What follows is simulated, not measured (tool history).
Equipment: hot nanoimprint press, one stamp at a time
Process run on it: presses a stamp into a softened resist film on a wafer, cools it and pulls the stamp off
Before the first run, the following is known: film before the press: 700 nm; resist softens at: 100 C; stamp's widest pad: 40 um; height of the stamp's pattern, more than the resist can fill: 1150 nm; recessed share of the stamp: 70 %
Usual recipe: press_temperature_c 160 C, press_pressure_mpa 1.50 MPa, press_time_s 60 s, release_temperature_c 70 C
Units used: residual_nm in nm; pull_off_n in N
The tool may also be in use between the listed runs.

{"run": 1, "hour": 0.0, "press_temperature_c": 160, "press_pressure_mpa": 1.5, "press_time_s": 60, "release_temperature_c": 70, "residual_nm": 376.8, "pull_off_n": 232}
{"run": 2, "hour": 12.1, "press_temperature_c": 160, "press_pressure_mpa": 1.5, "press_time_s": 60, "release_temperature_c": 70, "residual_nm": 379.1, "pull_off_n": 238}
{"run": 3, "hour": 27.0, "press_temperature_c": 160, "press_pressure_mpa": 1.5, "press_time_s": 60, "release_temperature_c": 70, "residual_nm": 377.1, "pull_off_n": 239}
{"run": 4, "hour": 40.7, "press_temperature_c": 160, "press_pressure_mpa": 1.5, "press_time_s": 60, "release_temperature_c": 70, "residual_nm": 379.4, "pull_off_n": 247}
{"run": 5, "hour": 53.0, "press_temperature_c": 160, "press_pressure_mpa": 1.5, "press_time_s": 60, "release_temperature_c": 70, "residual_nm": 373.4, "pull_off_n": 242}
{"run": 6, "hour": 62.6, "press_temperature_c": 160, "press_pressure_mpa": 1.5, "press_time_s": 60, "release_temperature_c": 70, "residual_nm": 376.2, "pull_off_n": 238}
{"run": 7, "hour": 82.0, "press_temperature_c": 151, "press_pressure_mpa": 1.5, "press_time_s": 60, "release_temperature_c": 70, "residual_nm": 571.9, "pull_off_n": 239}
{"run": 8, "hour": 99.9, "press_temperature_c": 151, "press_pressure_mpa": 1.5, "press_time_s": 60, "release_temperature_c": 70, "residual_nm": 571.2, "pull_off_n": 241}
{"run": 9, "hour": 119.5, "press_temperature_c": 151, "press_pressure_mpa": 1.5, "press_time_s": 60, "release_temperature_c": 70, "residual_nm": 570.1, "pull_off_n": 238}
{"run": 10, "hour": 129.7, "press_temperature_c": 151, "press_pressure_mpa": 1.5, "press_time_s": 60, "release_temperature_c": 70, "residual_nm": 572.7, "pull_off_n": 253}
{"run": 11, "hour": 148.9, "press_temperature_c": 151, "press_pressure_mpa": 1.5, "press_time_s": 60, "release_temperature_c": 70, "residual_nm": 573.4, "pull_off_n": 241}
{"run": 12, "hour": 162.7, "press_temperature_c": 151, "press_pressure_mpa": 1.5, "press_time_s": 60, "release_temperature_c": 70, "residual_nm": 568.0, "pull_off_n": 246}
{"run": 13, "hour": 175.4, "press_temperature_c": 163, "press_pressure_mpa": 2.31, "press_time_s": 60, "release_temperature_c": 66, "residual_nm": 264.2, "pull_off_n": 271}
{"run": 14, "hour": 191.4, "press_temperature_c": 152, "press_pressure_mpa": 1.5, "press_time_s": 34, "release_temperature_c": 70, "residual_nm": 612.1, "pull_off_n": 256}
{"hour": 203.1, "done": "plate thermocouple calibrated"}
{"run": 15, "hour": 208.8, "press_temperature_c": 150, "press_pressure_mpa": 1.5, "press_time_s": 65, "release_temperature_c": 70, "residual_nm": 572.7, "pull_off_n": 250}
{"run": 16, "hour": 218.7, "press_temperature_c": 156, "press_pressure_mpa": 1.94, "press_time_s": 61, "release_temperature_c": 76, "residual_nm": 421.2, "pull_off_n": 227}
{"run": 17, "hour": 233.7, "press_temperature_c": 165, "press_pressure_mpa": 0.96, "press_time_s": 60, "release_temperature_c": 70, "residual_nm": 328.0, "pull_off_n": 248}
{"run": 18, "hour": 253.4, "press_temperature_c": 154, "press_pressure_mpa": 1.5, "press_time_s": 78, "release_temperature_c": 70, "residual_nm": 474.8, "pull_off_n": 258}
{"run": 19, "hour": 269.2, "press_temperature_c": 154, "press_pressure_mpa": 1.5, "press_time_s": 78, "release_temperature_c": 70, "residual_nm": 474.2, "pull_off_n": 260}
{"run": 20, "hour": 278.8, "press_temperature_c": 154, "press_pressure_mpa": 1.5, "press_time_s": 67, "release_temperature_c": 70, "residual_nm": 495.9, "pull_off_n": 256}
{"run": 21, "hour": 297.9, "press_temperature_c": 157, "press_pressure_mpa": 1.11, "press_time_s": 53, "release_temperature_c": 68, "residual_nm": 496.1, "pull_off_n": 272}
{"run": 22, "hour": 308.8, "press_temperature_c": 164, "press_pressure_mpa": 0.92, "press_time_s": 40, "release_temperature_c": 68, "residual_nm": 410.1, "pull_off_n": 267}
{"run": 23, "hour": 324.1, "press_temperature_c": 164, "press_pressure_mpa": 2.0, "press_time_s": 77, "release_temperature_c": 68, "residual_nm": 233.6, "pull_off_n": 269}

Consider 5 possible next runs. They are alternatives, not a sequence: every one starts from the tool as it was left by run 23. What does each give?
{"run": "A", "hour": 333.4, "press_temperature_c": 161, "press_pressure_mpa": 1.5, "press_time_s": 59, "release_temperature_c": 77, "residual_nm": "?", "pull_off_n": "?"}
{"run": "B", "hour": 333.4, "press_temperature_c": 154, "press_pressure_mpa": 2.0, "press_time_s": 77, "release_temperature_c": 71, "residual_nm": "?", "pull_off_n": "?"}
{"run": "C", "hour": 333.4, "press_temperature_c": 152, "press_pressure_mpa": 2.0, "press_time_s": 77, "release_temperature_c": 68, "residual_nm": "?", "pull_off_n": "?"}
{"run": "D", "hour": 333.4, "press_temperature_c": 164, "press_pressure_mpa": 1.76, "press_time_s": 31, "release_temperature_c": 68, "residual_nm": "?", "pull_off_n": "?"}
{"run": "E", "hour": 333.4, "press_temperature_c": 163, "press_pressure_mpa": 1.5, "press_time_s": 110, "release_temperature_c": 66, "residual_nm": "?", "pull_off_n": "?"}

run=A residual_nm=356.6 pull_off_n=237
run=B residual_nm=441.0 pull_off_n=258
run=C residual_nm=484.8 pull_off_n=255
run=D residual_nm=354.8 pull_off_n=264
run=E residual_nm=243.1 pull_off_n=276
With no hidden state in the tool, these same runs would have given:
run=A residual_nm=354.6 pull_off_n=210
run=B residual_nm=438.5 pull_off_n=228
run=C residual_nm=482.4 pull_off_n=226
run=D residual_nm=352.7 pull_off_n=234
run=E residual_nm=241.6 pull_off_n=245
